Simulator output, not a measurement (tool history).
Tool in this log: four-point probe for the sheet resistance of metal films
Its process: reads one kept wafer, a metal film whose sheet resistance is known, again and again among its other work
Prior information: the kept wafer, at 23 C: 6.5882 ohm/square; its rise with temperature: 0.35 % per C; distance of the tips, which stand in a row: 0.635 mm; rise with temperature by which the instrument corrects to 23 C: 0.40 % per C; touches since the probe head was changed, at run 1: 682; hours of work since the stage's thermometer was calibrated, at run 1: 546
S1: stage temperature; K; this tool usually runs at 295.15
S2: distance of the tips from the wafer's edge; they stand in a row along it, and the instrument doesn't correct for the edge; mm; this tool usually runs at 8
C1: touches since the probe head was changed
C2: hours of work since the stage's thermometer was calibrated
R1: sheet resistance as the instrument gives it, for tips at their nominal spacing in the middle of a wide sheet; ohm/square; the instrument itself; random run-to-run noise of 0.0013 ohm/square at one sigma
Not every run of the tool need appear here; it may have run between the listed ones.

run	hour	S1	S2	C1	C2	R1
1	0.0	295.15	8	682	546	6.623279
2	29.5	295.15	8	2074	563	6.627601
3	43.1	295.15	8	2714	570	6.623727
4	65.2	295.15	8	3755	583	6.626712
5	90.8	295.15	8	4962	598	6.628076
6	117.2	295.15	8	6204	613	6.630248
7	146.7	295.15	8	7596	630	6.628598
8	172.0	295.15	7	8789	644	6.634857
9	186.5	296.15	8	9473	652	6.625267
10	209.7	294.15	5	10565	666	6.667955
11	241.2	304.15	6	12048	684	6.619858
12	272.0	303.15	57	13501	701	6.585235
13	287.7	295.15	3	14240	710	6.763193
14	318.9	305.15	73	15709	728	6.580507
15	345.9	302.15	47	16984	743	6.590913

Here are 4 independent what-if runs from the current tool condition. What would each one return?
A	368.7	302.15	35	18060	756	?
B	368.7	294.15	53	18060	756	?
C	368.7	301.15	11	18060	756	?
D	368.7	298.15	15	18060	756	?

run	R1
A	6.590674
B	6.613621
C	6.605108
D	6.610556
What these runs would have given with no unlogged condition in the tool:
run	R1
A	6.570631
B	6.593619
C	6.585037
D	6.590508
